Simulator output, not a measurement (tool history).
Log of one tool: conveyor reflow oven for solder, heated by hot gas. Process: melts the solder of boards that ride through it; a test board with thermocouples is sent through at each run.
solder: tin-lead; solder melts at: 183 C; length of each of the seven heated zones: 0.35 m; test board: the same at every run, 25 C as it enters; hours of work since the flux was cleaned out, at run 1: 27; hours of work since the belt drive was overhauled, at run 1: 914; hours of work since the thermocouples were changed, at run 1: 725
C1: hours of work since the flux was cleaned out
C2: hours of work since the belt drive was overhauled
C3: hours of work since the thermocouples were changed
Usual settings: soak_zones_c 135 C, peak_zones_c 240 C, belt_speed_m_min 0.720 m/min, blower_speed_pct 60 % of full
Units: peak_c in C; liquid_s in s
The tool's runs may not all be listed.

Run 1, hour 0.0: usual settings; C1 27; C2 914; C3 725. Result: peak_c 221.3 C, liquid_s 45.1 s.
Run 2, hour 32.2: usual settings; C1 52; C2 938; C3 749. Result: peak_c 220.2 C, liquid_s 44.6 s.
Run 3, hour 48.4: usual settings; C1 64; C2 950; C3 761. Result: peak_c 220.8 C, liquid_s 45.5 s.
Run 4, hour 77.3: usual settings but blower_speed_pct 83 % of full; C1 86; C2 972; C3 783. Result: peak_c 225.9 C, liquid_s 48.6 s.
Run 5, hour 96.6: usual settings but blower_speed_pct 83 % of full; C1 101; C2 987; C3 798. Result: peak_c 225.9 C, liquid_s 48.5 s.
Run 6, hour 121.7: usual settings but blower_speed_pct 83 % of full; C1 120; C2 1006; C3 817. Result: peak_c 225.9 C, liquid_s 48.6 s.
Run 7, hour 148.5: usual settings but blower_speed_pct 83 % of full; C1 140; C2 1026; C3 837. Result: peak_c 225.9 C, liquid_s 48.5 s.
Run 8, hour 166.6: usual settings but blower_speed_pct 83 % of full; C1 154; C2 1040; C3 851. Result: peak_c 226.0 C, liquid_s 48.7 s.
Run 9, hour 184.2: usual settings but blower_speed_pct 83 % of full; C1 167; C2 1053; C3 864. Result: peak_c 225.9 C, liquid_s 47.8 s.
Run 10, hour 200.7: usual settings but blower_speed_pct 83 % of full; C1 180; C2 1066; C3 877. Result: peak_c 225.9 C, liquid_s 48.5 s.
Run 11, hour 221.6: usual settings but blower_speed_pct 83 % of full; C1 195; C2 1082; C3 893. Result: peak_c 226.2 C, liquid_s 48.3 s.
Run 12, hour 254.0: usual settings but soak_zones_c 123 C; C1 220; C2 1106; C3 917. Result: peak_c 218.3 C, liquid_s 40.9 s.
Run 13, hour 275.9: usual settings; C1 237; C2 1123; C3 934. Result: peak_c 220.5 C, liquid_s 44.7 s.
Run 14, hour 299.8: usual settings but blower_speed_pct 90 % of full; C1 255; C2 1141; C3 952. Result: peak_c 227.7 C, liquid_s 49.5 s.
Run 15, hour 321.9: usual settings but blower_speed_pct 90 % of full; C1 272; C2 1158; C3 969. Result: peak_c 227.3 C, liquid_s 49.1 s.
Run 16, hour 350.6: usual settings but blower_speed_pct 90 % of full; C1 293; C2 1180; C3 991. Result: peak_c 226.8 C, liquid_s 49.4 s.
Run 17, hour 381.3: usual settings but belt_speed_m_min 0.629 m/min, blower_speed_pct 65 % of full; C1 317; C2 1203; C3 1014. Result: peak_c 227.2 C, liquid_s 57.1 s.
Run 18, hour 401.4: usual settings but soak_zones_c 134 C, peak_zones_c 232 C, belt_speed_m_min 0.642 m/min, blower_speed_pct 83 % of full; C1 332; C2 1218; C3 1029. Result: peak_c 221.9 C, liquid_s 52.6 s.
Run 19, hour 420.9: usual settings but soak_zones_c 147 C, peak_zones_c 250 C, belt_speed_m_min 0.782 m/min, blower_speed_pct 68 % of full; C1 347; C2 1233; C3 1044. Result: peak_c 230.5 C, liquid_s 49.5 s.
Run 20, hour 445.1: usual settings but soak_zones_c 147 C, peak_zones_c 250 C, belt_speed_m_min 0.782 m/min, blower_speed_pct 68 % of full; C1 365; C2 1251; C3 1062. Result: peak_c 230.4 C, liquid_s 49.8 s.
Run 21, hour 472.2: usual settings but soak_zones_c 130 C, belt_speed_m_min 0.799 m/min; C1 386; C2 1272; C3 1083. Result: peak_c 215.2 C, liquid_s 36.3 s.
At hour 495.2: belt drive overhauled, speed set with a stopwatch.
Run 22, hour 501.5: usual settings but peak_zones_c 237 C, blower_speed_pct 59 % of full; C1 405; C2 5; C3 1102. Result: peak_c 216.8 C, liquid_s 42.2 s.
At hour 522.5: flux residue cleaned out of gas plates and filters.
Run 23, hour 522.5: usual settings but peak_zones_c 237 C, blower_speed_pct 59 % of full; C1 0; C2 17; C3 1114. Result: peak_c 219.0 C, liquid_s 42.8 s.
Run 24, hour 541.8: usual settings but soak_zones_c 148 C, peak_zones_c 241 C, belt_speed_m_min 0.761 m/min, blower_speed_pct 86 % of full; C1 15; C2 32; C3 1129. Result: peak_c 227.9 C, liquid_s 49.3 s.
Run 25, hour 565.6: usual settings but soak_zones_c 148 C, peak_zones_c 247 C, belt_speed_m_min 0.641 m/min, blower_speed_pct 53 % of full; C1 33; C2 50; C3 1147. Result: peak_c 232.6 C, liquid_s 59.9 s.
Run 26, hour 585.2: usual settings but soak_zones_c 148 C, peak_zones_c 253 C, belt_speed_m_min 0.641 m/min, blower_speed_pct 53 % of full; C1 48; C2 64; C3 1162. Result: peak_c 237.8 C, liquid_s 62.7 s.
Run 27, hour 618.3: usual settings but soak_zones_c 148 C, peak_zones_c 253 C, belt_speed_m_min 0.641 m/min, blower_speed_pct 53 % of full; C1 73; C2 90; C3 1187. Result: peak_c 237.4 C, liquid_s 62.8 s.
Run 28, hour 647.1: usual settings but soak_zones_c 148 C, peak_zones_c 253 C, belt_speed_m_min 0.641 m/min, blower_speed_pct 53 % of full; C1 95; C2 111; C3 1209. Result: peak_c 238.3 C, liquid_s 62.7 s.
Run 29, hour 669.1: usual settings but soak_zones_c 129 C, peak_zones_c 229 C, belt_speed_m_min 0.815 m/min, blower_speed_pct 68 % of full; C1 111; C2 128; C3 1225. Result: peak_c 208.5 C, liquid_s 30.0 s.
Run 30, hour 686.7: usual settings but soak_zones_c 142 C, peak_zones_c 249 C, belt_speed_m_min 0.594 m/min, blower_speed_pct 86 % of full; C1 125; C2 141; C3 1239. Result: peak_c 242.6 C, liquid_s 67.3 s.
Run 31, hour 708.4: usual settings but soak_zones_c 142 C, peak_zones_c 249 C, belt_speed_m_min 0.594 m/min, blower_speed_pct 86 % of full; C1 141; C2 158; C3 1255. Result: peak_c 242.7 C, liquid_s 67.2 s.
Run 32, hour 743.1: usual settings but soak_zones_c 121 C; C1 167; C2 184; C3 1281. Result: peak_c 219.1 C, liquid_s 39.8 s.

3 ways to go on from here, each from the tool as it stands after run 32. What would each give?
Run A, hour 779.0: usual settings but soak_zones_c 129 C, peak_zones_c 244 C; C1 195; C2 211; C3 1309. Result: peak_c ?, liquid_s ?.
Run B, hour 779.0: usual settings but peak_zones_c 238 C, belt_speed_m_min 0.595 m/min; C1 195; C2 211; C3 1309. Result: peak_c ?, liquid_s ?.
Run C, hour 779.0: usual settings but belt_speed_m_min 0.726 m/min, blower_speed_pct 89 % of full; C1 195; C2 211; C3 1309. Result: peak_c ?, liquid_s ?.

run  peak_c  liquid_s
  A   224.2      44.9
  B   226.7      58.1
  C   226.8      48.3
Without the tool's hidden state the same runs would have given:
run  peak_c  liquid_s
  A   220.7      42.8
  B   222.7      55.7
  C   223.1      46.5
